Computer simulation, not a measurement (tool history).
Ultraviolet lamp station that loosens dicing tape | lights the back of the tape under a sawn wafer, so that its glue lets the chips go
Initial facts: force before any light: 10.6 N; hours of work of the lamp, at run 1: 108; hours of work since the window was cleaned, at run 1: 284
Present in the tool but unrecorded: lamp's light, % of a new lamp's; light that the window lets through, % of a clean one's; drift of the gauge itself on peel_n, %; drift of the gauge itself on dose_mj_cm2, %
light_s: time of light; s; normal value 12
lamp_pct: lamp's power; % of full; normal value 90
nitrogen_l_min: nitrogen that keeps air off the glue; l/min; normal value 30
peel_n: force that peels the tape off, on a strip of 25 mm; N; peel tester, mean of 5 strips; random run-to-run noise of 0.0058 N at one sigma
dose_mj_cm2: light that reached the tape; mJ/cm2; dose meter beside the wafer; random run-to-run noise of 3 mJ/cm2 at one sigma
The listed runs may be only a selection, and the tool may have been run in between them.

run,hour,light_s,lamp_pct,nitrogen_l_min,hours of work of the lamp,hours of work since the window was cleaned,peel_n,dose_mj_cm2
1,0,12,90,30,108,284,0.208,374
2,16.4,12,90,30,117,292,0.211,368
3,25.1,12,90,30,121,297,0.214,370
4,34.5,12,90,30,126,302,0.214,369
5,41.8,12,90,15,130,305,0.346,364
6,50.7,12,90,15,135,310,0.345,367
7,58.7,12,90,30,139,314,0.215,365
8,70.1,12,90,30,145,320,0.229,358
9,80,20,90,30,150,325,0.106,604
10,88.9,20,90,30,155,330,0.105,603
11,104.2,12,90,30,163,338,0.226,354
12,112.2,12,90,30,167,342,0.224,361
13,129.9,13,74,39,176,351,0.293,321
14,143.7,21,74,17,183,359,0.142,514
15,154.8,10,89,29,189,364,0.436,290
16,169,10,89,29,197,372,0.432,287
17,183.9,17,85,53,204,380,0.12,463
18,197.7,20,90,16,212,387,0.117,579
19,205.4,12,72,30,216,391,0.485,272
20,217,10,81,16,222,397,0.83,260

Estimate the outcome of run 21 from the log above:
21,231.3,14,97,22,229,404,?,?

Run 21 came out at peel_n 0.168 N, dose_mj_cm2 427 mJ/cm2.
On a tool with no hidden condition, and with the same random variation, this run would have come out at peel_n 0.106 N, dose_mj_cm2 547 mJ/cm2.

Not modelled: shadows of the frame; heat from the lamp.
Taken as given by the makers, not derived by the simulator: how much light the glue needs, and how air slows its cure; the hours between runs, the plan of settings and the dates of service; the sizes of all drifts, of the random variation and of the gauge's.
